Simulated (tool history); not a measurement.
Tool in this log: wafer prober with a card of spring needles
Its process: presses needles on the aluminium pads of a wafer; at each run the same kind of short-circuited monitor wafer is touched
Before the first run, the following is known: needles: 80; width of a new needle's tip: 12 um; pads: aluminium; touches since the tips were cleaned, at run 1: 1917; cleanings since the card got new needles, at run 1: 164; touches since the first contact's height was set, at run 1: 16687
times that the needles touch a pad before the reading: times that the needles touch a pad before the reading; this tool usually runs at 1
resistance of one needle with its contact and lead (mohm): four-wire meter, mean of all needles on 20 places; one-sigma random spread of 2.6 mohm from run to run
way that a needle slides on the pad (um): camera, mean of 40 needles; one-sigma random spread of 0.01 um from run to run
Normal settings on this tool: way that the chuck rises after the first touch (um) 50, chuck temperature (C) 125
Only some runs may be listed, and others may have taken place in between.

| run | day | way that the chuck rises after the first touch (um) | chuck temperature (C) | times that the needles touch a pad before the reading | touches since the tips were cleaned | cleanings since the card got new needles | touches since the first contact's height was set | resistance of one needle with its contact and lead (mohm) | way that a needle slides on the pad (um) |
|---|---|---|---|---|---|---|---|---|---|
| 1 | 0.000 | 50 | 125 | 1 | 1917 | 164 | 16687 | 323 | 12.651 |
|  | 0.521 | tips cleaned on abrasive film |
|  | 1.171 | tips cleaned on abrasive film |
| 2 | 1.175 | 50 | 125 | 1 | 55 | 166 | 35092 | 304 | 12.618 |
|  | 1.808 | tips cleaned on abrasive film |
| 3 | 2.217 | 50 | 125 | 1 | 6438 | 167 | 51443 | 337 | 12.612 |
|  | 2.462 | tips cleaned on abrasive film |
|  | 3.004 | tips cleaned on abrasive film |
|  | 3.017 | height of the first contact set anew |
|  | 3.554 | tips cleaned on abrasive film |
| 4 | 3.554 | 50 | 125 | 1 | 0 | 170 | 8444 | 296 | 12.670 |
|  | 4.229 | tips cleaned on abrasive film |
|  | 4.767 | tips cleaned on abrasive film |
| 5 | 5.221 | 50 | 125 | 1 | 7175 | 172 | 34608 | 339 | 12.651 |
|  | 5.346 | tips cleaned on abrasive film |
|  | 5.888 | tips cleaned on abrasive film |
|  | 6.542 | tips cleaned on abrasive film |
|  | 7.079 | tips cleaned on abrasive film |
|  | 7.092 | height of the first contact set anew |
|  | 7.675 | tips cleaned on abrasive film |
| 6 | 7.675 | 50 | 47 | 1 | 0 | 177 | 9124 | 282 | 12.685 |
|  | 8.329 | tips cleaned on abrasive film |
|  | 8.871 | tips cleaned on abrasive film |
|  | 9.488 | tips cleaned on abrasive film |
| 7 | 9.488 | 50 | 47 | 1 | 0 | 180 | 37521 | 279 | 12.614 |
|  | 10.129 | tips cleaned on abrasive film |
|  | 10.779 | tips cleaned on abrasive film |
|  | 11.162 | height of the first contact set anew |
|  | 11.433 | tips cleaned on abrasive film |
| 8 | 11.662 | 39 | 67 | 3 | 3580 | 183 | 7800 | 306 | 9.885 |
|  | 12.067 | tips cleaned on abrasive film |
|  | 12.717 | tips cleaned on abrasive film |
|  | 13.392 | tips cleaned on abrasive film |
|  | 14.038 | tips cleaned on abrasive film |
| 9 | 14.133 | 30 | 125 | 1 | 1492 | 187 | 46525 | 370 | 7.539 |
|  | 14.642 | tips cleaned on abrasive film |
|  | 15.283 | tips cleaned on abrasive film |
|  | 15.296 | height of the first contact set anew |
| 10 | 15.721 | 30 | 125 | 1 | 6713 | 189 | 6713 | 412 | 7.613 |
|  | 15.858 | tips cleaned on abrasive film |
|  | 16.512 | tips cleaned on abrasive film |
|  | 17.129 | tips cleaned on abrasive film |
| 11 | 17.129 | 30 | 37 | 1 | 0 | 192 | 28696 | 293 | 7.568 |
|  | 17.775 | tips cleaned on abrasive film |
|  | 18.438 | tips cleaned on abrasive film |
| 12 | 18.879 | 30 | 37 | 1 | 6965 | 194 | 56185 | 404 | 7.541 |

Forecast each of these 5 alternatives for the next run:
|  | 19.017 | tips cleaned on abrasive film |
|  | 19.400 | height of the first contact set anew |
|  | 19.662 | tips cleaned on abrasive film |
|  | 20.296 | tips cleaned on abrasive film |
| A | 20.304 | 49 | 37 | 1 | 105 | 197 | 14132 | ? | ? |
|  | 19.017 | tips cleaned on abrasive film |
|  | 19.400 | height of the first contact set anew |
|  | 19.662 | tips cleaned on abrasive film |
|  | 20.296 | tips cleaned on abrasive film |
| B | 20.304 | 58 | 60 | 2 | 105 | 197 | 14132 | ? | ? |
|  | 19.017 | tips cleaned on abrasive film |
|  | 19.400 | height of the first contact set anew |
|  | 19.662 | tips cleaned on abrasive film |
|  | 20.296 | tips cleaned on abrasive film |
| C | 20.304 | 50 | 125 | 3 | 105 | 197 | 14132 | ? | ? |
|  | 19.017 | tips cleaned on abrasive film |
|  | 19.400 | height of the first contact set anew |
|  | 19.662 | tips cleaned on abrasive film |
|  | 20.296 | tips cleaned on abrasive film |
| D | 20.304 | 49 | 50 | 1 | 105 | 197 | 14132 | ? | ? |
|  | 19.017 | tips cleaned on abrasive film |
|  | 19.400 | height of the first contact set anew |
|  | 19.662 | tips cleaned on abrasive film |
|  | 20.296 | tips cleaned on abrasive film |
| E | 20.304 | 37 | 27 | 1 | 105 | 197 | 14132 | ? | ? |

| run | resistance of one needle with its contact and lead (mohm) | way that a needle slides on the pad (um) |
|---|---|---|
| A | 279 | 12.399 |
| B | 278 | 14.679 |
| C | 301 | 12.650 |
| D | 284 | 12.402 |
| E | 287 | 9.355 |
Take away the tool's hidden state, keep each run's random variation, and the runs would have read:
| run | resistance of one needle with its contact and lead (mohm) | way that a needle slides on the pad (um) |
|---|---|---|
| A | 268 | 12.424 |
| B | 274 | 14.704 |
| C | 297 | 12.675 |
| D | 273 | 12.427 |
| E | 269 | 9.380 |

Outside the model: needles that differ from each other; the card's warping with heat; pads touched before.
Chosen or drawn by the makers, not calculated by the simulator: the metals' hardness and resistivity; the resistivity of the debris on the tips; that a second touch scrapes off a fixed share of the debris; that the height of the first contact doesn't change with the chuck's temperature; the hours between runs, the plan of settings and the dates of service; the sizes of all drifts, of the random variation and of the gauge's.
